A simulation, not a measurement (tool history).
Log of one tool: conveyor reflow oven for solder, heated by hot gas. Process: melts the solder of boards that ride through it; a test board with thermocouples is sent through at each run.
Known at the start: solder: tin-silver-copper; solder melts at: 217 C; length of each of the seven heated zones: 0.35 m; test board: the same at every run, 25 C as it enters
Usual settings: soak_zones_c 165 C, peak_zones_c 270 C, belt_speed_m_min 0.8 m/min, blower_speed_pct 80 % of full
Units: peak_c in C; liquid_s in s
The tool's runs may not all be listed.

{"run": 1, "hour": 0.0, "soak_zones_c": 165, "peak_zones_c": 270, "belt_speed_m_min": 0.8, "blower_speed_pct": 80, "peak_c": 256.2, "liquid_s": 39.3}
{"run": 2, "hour": 24.3, "soak_zones_c": 165, "peak_zones_c": 270, "belt_speed_m_min": 0.8, "blower_speed_pct": 80, "peak_c": 254.4, "liquid_s": 39.2}
{"run": 3, "hour": 51.1, "soak_zones_c": 165, "peak_zones_c": 270, "belt_speed_m_min": 0.8, "blower_speed_pct": 80, "peak_c": 254.8, "liquid_s": 39.1}
{"run": 4, "hour": 63.2, "soak_zones_c": 165, "peak_zones_c": 270, "belt_speed_m_min": 0.8, "blower_speed_pct": 80, "peak_c": 255.3, "liquid_s": 39.2}
{"run": 5, "hour": 92.5, "soak_zones_c": 165, "peak_zones_c": 270, "belt_speed_m_min": 0.8, "blower_speed_pct": 80, "peak_c": 255.4, "liquid_s": 39.1}
{"run": 6, "hour": 113.1, "soak_zones_c": 165, "peak_zones_c": 270, "belt_speed_m_min": 0.8, "blower_speed_pct": 80, "peak_c": 255, "liquid_s": 39.1}
{"run": 7, "hour": 132.5, "soak_zones_c": 165, "peak_zones_c": 270, "belt_speed_m_min": 0.8, "blower_speed_pct": 80, "peak_c": 254.6, "liquid_s": 39.1}
{"run": 8, "hour": 145.4, "soak_zones_c": 165, "peak_zones_c": 270, "belt_speed_m_min": 0.8, "blower_speed_pct": 80, "peak_c": 254.8, "liquid_s": 39.1}
{"run": 9, "hour": 171.6, "soak_zones_c": 165, "peak_zones_c": 259, "belt_speed_m_min": 0.8, "blower_speed_pct": 80, "peak_c": 245.7, "liquid_s": 34}
{"run": 10, "hour": 201.0, "soak_zones_c": 165, "peak_zones_c": 259, "belt_speed_m_min": 0.8, "blower_speed_pct": 80, "peak_c": 245.3, "liquid_s": 34.2}
{"hour": 213.1, "done": "flux residue cleaned out of gas plates and filters"}
{"run": 11, "hour": 231.5, "soak_zones_c": 165, "peak_zones_c": 259, "belt_speed_m_min": 0.8, "blower_speed_pct": 80, "peak_c": 245.1, "liquid_s": 34.2}
{"run": 12, "hour": 246.2, "soak_zones_c": 165, "peak_zones_c": 270, "belt_speed_m_min": 0.8, "blower_speed_pct": 80, "peak_c": 255.4, "liquid_s": 39}
{"run": 13, "hour": 258.5, "soak_zones_c": 165, "peak_zones_c": 270, "belt_speed_m_min": 0.8, "blower_speed_pct": 80, "peak_c": 254.6, "liquid_s": 39}
{"run": 14, "hour": 285.8, "soak_zones_c": 165, "peak_zones_c": 270, "belt_speed_m_min": 0.8, "blower_speed_pct": 80, "peak_c": 254.9, "liquid_s": 39.2}
{"run": 15, "hour": 304.8, "soak_zones_c": 165, "peak_zones_c": 268, "belt_speed_m_min": 0.739, "blower_speed_pct": 50, "peak_c": 247.9, "liquid_s": 37.7}
{"run": 16, "hour": 326.6, "soak_zones_c": 165, "peak_zones_c": 266, "belt_speed_m_min": 0.8, "blower_speed_pct": 80, "peak_c": 251.9, "liquid_s": 37.5}
{"run": 17, "hour": 349.4, "soak_zones_c": 153, "peak_zones_c": 282, "belt_speed_m_min": 0.769, "blower_speed_pct": 80, "peak_c": 266, "liquid_s": 43}
{"run": 18, "hour": 370.1, "soak_zones_c": 172, "peak_zones_c": 277, "belt_speed_m_min": 0.85, "blower_speed_pct": 68, "peak_c": 258.3, "liquid_s": 38.7}
{"run": 19, "hour": 398.5, "soak_zones_c": 169, "peak_zones_c": 272, "belt_speed_m_min": 0.8, "blower_speed_pct": 80, "peak_c": 257.3, "liquid_s": 41.1}
{"run": 20, "hour": 417.6, "soak_zones_c": 165, "peak_zones_c": 259, "belt_speed_m_min": 0.855, "blower_speed_pct": 80, "peak_c": 243, "liquid_s": 30.5}
{"run": 21, "hour": 437.3, "soak_zones_c": 165, "peak_zones_c": 259, "belt_speed_m_min": 0.855, "blower_speed_pct": 80, "peak_c": 244.3, "liquid_s": 30.3}
{"run": 22, "hour": 460.7, "soak_zones_c": 165, "peak_zones_c": 274, "belt_speed_m_min": 0.8, "blower_speed_pct": 67, "peak_c": 256.2, "liquid_s": 38.4}
{"run": 23, "hour": 484.2, "soak_zones_c": 177, "peak_zones_c": 274, "belt_speed_m_min": 0.728, "blower_speed_pct": 65, "peak_c": 259.7, "liquid_s": 47.8}
{"run": 24, "hour": 508.8, "soak_zones_c": 177, "peak_zones_c": 274, "belt_speed_m_min": 0.728, "blower_speed_pct": 65, "peak_c": 260.5, "liquid_s": 48.4}
{"run": 25, "hour": 526.5, "soak_zones_c": 151, "peak_zones_c": 277, "belt_speed_m_min": 0.8, "blower_speed_pct": 88, "peak_c": 261.1, "liquid_s": 39.8}
{"hour": 534.0, "done": "thermocouples of zones 6 and 7 changed"}
{"run": 26, "hour": 556.0, "soak_zones_c": 165, "peak_zones_c": 258, "belt_speed_m_min": 0.71, "blower_speed_pct": 53, "peak_c": 242.3, "liquid_s": 35.9}
{"run": 27, "hour": 576.2, "soak_zones_c": 165, "peak_zones_c": 270, "belt_speed_m_min": 0.908, "blower_speed_pct": 81, "peak_c": 251.5, "liquid_s": 32.1}
{"hour": 599.9, "done": "flux residue cleaned out of gas plates and filters"}
{"run": 28, "hour": 608.8, "soak_zones_c": 156, "peak_zones_c": 270, "belt_speed_m_min": 0.784, "blower_speed_pct": 78, "peak_c": 254.8, "liquid_s": 37.7}

Forecast each of these 3 alternatives for the next run:
{"run": "A", "hour": 624.0, "soak_zones_c": 165, "peak_zones_c": 269, "belt_speed_m_min": 0.8, "blower_speed_pct": 80, "peak_c": "?", "liquid_s": "?"}
{"run": "B", "hour": 624.0, "soak_zones_c": 156, "peak_zones_c": 270, "belt_speed_m_min": 0.689, "blower_speed_pct": 78, "peak_c": "?", "liquid_s": "?"}
{"run": "C", "hour": 624.0, "soak_zones_c": 165, "peak_zones_c": 270, "belt_speed_m_min": 0.917, "blower_speed_pct": 80, "peak_c": "?", "liquid_s": "?"}

run=A peak_c=253.7 liquid_s=38.9
run=B peak_c=258.7 liquid_s=45.9
run=C peak_c=251.3 liquid_s=31.8
Without the tool's hidden state the same runs would have given:
run=A peak_c=253.7 liquid_s=38.8
run=B peak_c=258.7 liquid_s=45.8
run=C peak_c=251.3 liquid_s=31.7
